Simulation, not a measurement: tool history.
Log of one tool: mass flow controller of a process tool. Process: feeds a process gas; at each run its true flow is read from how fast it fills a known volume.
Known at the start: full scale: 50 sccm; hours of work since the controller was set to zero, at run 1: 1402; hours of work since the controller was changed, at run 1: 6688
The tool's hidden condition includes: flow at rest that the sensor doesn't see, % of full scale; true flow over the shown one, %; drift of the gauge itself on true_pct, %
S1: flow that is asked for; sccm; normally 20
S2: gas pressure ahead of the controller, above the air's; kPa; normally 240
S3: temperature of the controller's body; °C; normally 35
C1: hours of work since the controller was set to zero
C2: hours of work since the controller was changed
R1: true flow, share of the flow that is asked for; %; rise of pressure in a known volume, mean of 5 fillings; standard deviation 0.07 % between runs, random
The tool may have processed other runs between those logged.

| run | hour | S1 | S2 | S3 | C1 | C2 | R1 |
|---|---|---|---|---|---|---|---|
| 1 | 0.0 | 20 | 240 | 35 | 1402 | 6688 | 100.70 |
| 2 | 377.5 | 20 | 240 | 35 | 1590 | 6877 | 100.73 |
| 3 | 603.0 | 20 | 240 | 35 | 1703 | 6989 | 100.94 |
| 4 | 1112.1 | 20 | 240 | 35 | 1958 | 7244 | 101.06 |
| 5 | 1629.2 | 20 | 161 | 35 | 2216 | 7502 | 101.07 |
| 6 | 2025.6 | 20 | 161 | 35 | 2414 | 7701 | 101.21 |
| 7 | 2544.4 | 20 | 161 | 35 | 2674 | 7960 | 101.40 |
| 8 | 2883.6 | 20 | 161 | 35 | 2843 | 8130 | 101.59 |
| 9 | 3357.4 | 20 | 161 | 35 | 3080 | 8367 | 101.75 |
| 10 | 3663.9 | 20 | 240 | 35 | 3234 | 8520 | 102.14 |
| 11 | 3891.8 | 20 | 240 | 35 | 3348 | 8634 | 102.17 |
| 12 | 4338.7 | 20 | 240 | 35 | 3571 | 8857 | 102.43 |
| 13 | 4719.0 | 20 | 240 | 35 | 3761 | 9047 | 102.44 |
| 14 | 4981.1 | 20 | 240 | 35 | 3892 | 9178 | 102.74 |
| 15 | 5393.8 | 20 | 240 | 35 | 4099 | 9385 | 102.82 |
| 16 | 5660.3 | 14 | 240 | 35 | 4232 | 9518 | 103.70 |
| 17 | 6051.6 | 20 | 240 | 29 | 4427 | 9714 | 103.71 |
| 18 | 6460.2 | 9 | 165 | 38 | 4632 | 9918 | 105.40 |
|  | 6485.0 | controller's zero set anew |
| 19 | 6795.0 | 32 | 177 | 38 | 155 | 10085 | 103.25 |
| 20 | 7186.1 | 36 | 177 | 25 | 351 | 10281 | 104.39 |
| 21 | 7618.7 | 20 | 185 | 35 | 567 | 10497 | 104.86 |
| 22 | 8012.4 | 28 | 259 | 39 | 764 | 10694 | 103.87 |
| 23 | 8283.4 | 28 | 259 | 39 | 899 | 10829 | 103.95 |
| 24 | 8605.4 | 28 | 259 | 39 | 1060 | 10990 | 104.17 |
| 25 | 8919.4 | 20 | 154 | 26 | 1217 | 11147 | 105.94 |
| 26 | 9191.8 | 20 | 150 | 20 | 1353 | 11284 | 106.81 |
|  | 9639.6 | controller's zero set anew, once more |
| 27 | 9641.6 | 20 | 150 | 20 | 1 | 11508 | 102.37 |
| 28 | 10041.3 | 6 | 150 | 40 | 201 | 11708 | 100.42 |
| 29 | 10442.0 | 28 | 171 | 38 | 401 | 11908 | 101.32 |
| 30 | 10780.7 | 28 | 171 | 38 | 571 | 12078 | 101.28 |
| 31 | 11070.0 | 28 | 171 | 38 | 715 | 12222 | 101.41 |

Table of differences, measured result less the result of that run with no hidden state. Run-to-run variation is the same in both. Gauge scatter possibly is not:
| run | R1 |
|---|---|
| 1 | +2.64 |
| 2 | +2.78 |
| 3 | +2.86 |
| 4 | +3.06 |
| 5 | +3.25 |
| 6 | +3.41 |
| 7 | +3.64 |
| 8 | +3.77 |
| 9 | +3.94 |
| 10 | +4.07 |
| 11 | +4.15 |
| 12 | +4.33 |
| 13 | +4.47 |
| 14 | +4.58 |
| 15 | +4.75 |
| 16 | +5.84 |
| 17 | +5.01 |
| 18 | +8.25 |
| 19 | +5.17 |
| 20 | +5.00 |
| 21 | +6.96 |
| 22 | +5.90 |
| 23 | +5.99 |
| 24 | +6.08 |
| 25 | +7.46 |
| 26 | +7.57 |
| 27 | +3.11 |
| 28 | +3.61 |
| 29 | +3.37 |
| 30 | +3.47 |
| 31 | +3.56 |
